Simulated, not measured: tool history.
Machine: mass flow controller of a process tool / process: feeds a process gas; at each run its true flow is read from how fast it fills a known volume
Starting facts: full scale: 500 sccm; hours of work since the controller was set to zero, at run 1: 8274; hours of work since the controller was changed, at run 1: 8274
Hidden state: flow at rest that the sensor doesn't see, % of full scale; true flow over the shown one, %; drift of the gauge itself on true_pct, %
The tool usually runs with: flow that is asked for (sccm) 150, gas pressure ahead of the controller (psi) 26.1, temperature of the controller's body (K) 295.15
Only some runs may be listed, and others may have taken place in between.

run,hour,flow that is asked for (sccm),gas pressure ahead of the controller (psi),temperature of the controller's body (K),hours of work since the controller was set to zero,hours of work since the controller was changed,true flow (%)
1,0.0,150,26.1,295.15,8274,8274,98.50
# hour 73.2: controller's zero set anew
2,263.7,150,26.1,295.15,133,8457,98.48
3,429.7,150,26.1,299.15,248,8573,98.12
4,653.7,150,26.1,295.15,405,8729,98.60
5,878.6,150,26.1,295.15,561,8886,98.56
6,1096.7,150,27.4,295.15,713,9038,98.38
7,1364.9,150,27.4,295.15,900,9225,98.42
8,1579.7,150,27.4,295.15,1050,9374,98.47
9,1725.9,150,27.4,295.15,1152,9476,98.46
10,2005.4,150,27.4,306.15,1347,9671,97.42
11,2254.3,150,27.4,306.15,1520,9845,97.45
12,2413.8,150,34.2,306.15,1631,9956,97.14
13,2721.0,150,26.1,295.15,1846,10170,98.63
14,3026.6,150,26.1,295.15,2059,10383,98.53
15,3209.2,87,26.1,295.15,2186,10510,98.24
16,3497.7,150,26.1,295.15,2387,10711,98.58
17,3703.9,150,26.1,295.15,2531,10855,98.52
18,3982.7,150,26.1,295.15,2725,11049,98.56
19,4149.3,124,26.1,295.15,2841,11165,98.37
20,4439.0,150,26.1,295.15,3043,11367,98.51
21,4593.3,257,26.1,295.15,3151,11475,99.11
22,4762.4,257,26.1,295.15,3269,11593,99.12
23,5014.5,257,26.1,295.15,3444,11769,99.02
24,5303.9,52,26.1,295.15,3646,11970,97.92
25,5618.4,244,26.1,295.15,3865,12190,99.06
26,5938.8,244,26.1,295.15,4088,12413,99.04
27,6200.2,244,26.1,295.15,4271,12595,99.06
28,6442.5,467,27.3,312.15,4440,12764,98.61
29,6751.9,186,31.6,301.15,4655,12980,97.91
30,6994.7,186,31.6,301.15,4824,13149,97.88
31,7203.0,165,29.7,301.15,4970,13294,97.95
32,7537.5,165,29.7,296.15,5203,13527,98.40
33,7685.6,52,21.3,293.15,5306,13630,98.28
# hour 7758.6: controller exchanged for a calibrated one
34,7858.2,231,26.1,295.15,69,69,99.03
35,8033.3,171,39.2,310.15,191,191,96.55
36,8195.6,150,34.7,305.15,305,305,97.20
37,8396.9,150,34.7,305.15,445,445,97.17
38,8639.7,150,34.7,301.15,614,614,97.54
39,8794.0,150,34.7,301.15,722,722,97.57
40,9091.0,72,28.1,308.15,929,929,96.74
41,9271.9,72,28.1,308.15,1055,1055,96.65
42,9418.6,58,33.5,304.15,1157,1157,96.70
43,9592.5,58,33.5,304.15,1278,1278,96.83
44,9904.4,195,23.9,295.15,1496,1496,98.75
45,10156.5,195,29.0,295.15,1671,1671,98.48
46,10475.3,326,21.3,299.15,1894,1894,99.20
47,10816.1,60,28.7,312.15,2131,2131,96.26
48,11020.3,113,23.8,295.15,2274,2274,98.33
49,11201.0,82,22.0,300.15,2399,2399,97.82

Each row is a separate what-if for the run after 49, all from the same tool condition, not one after another. Results?
A,11433.2,91,27.6,295.15,2561,2561,?
B,11433.2,82,22.0,293.15,2561,2561,?
C,11433.2,150,31.3,295.15,2561,2561,?

run,true flow (%)
A,98.05
B,98.50
C,98.29
Had the tool no hidden state, the same runs would have come out as:
run,true flow (%)
A,98.05
B,98.50
C,98.28

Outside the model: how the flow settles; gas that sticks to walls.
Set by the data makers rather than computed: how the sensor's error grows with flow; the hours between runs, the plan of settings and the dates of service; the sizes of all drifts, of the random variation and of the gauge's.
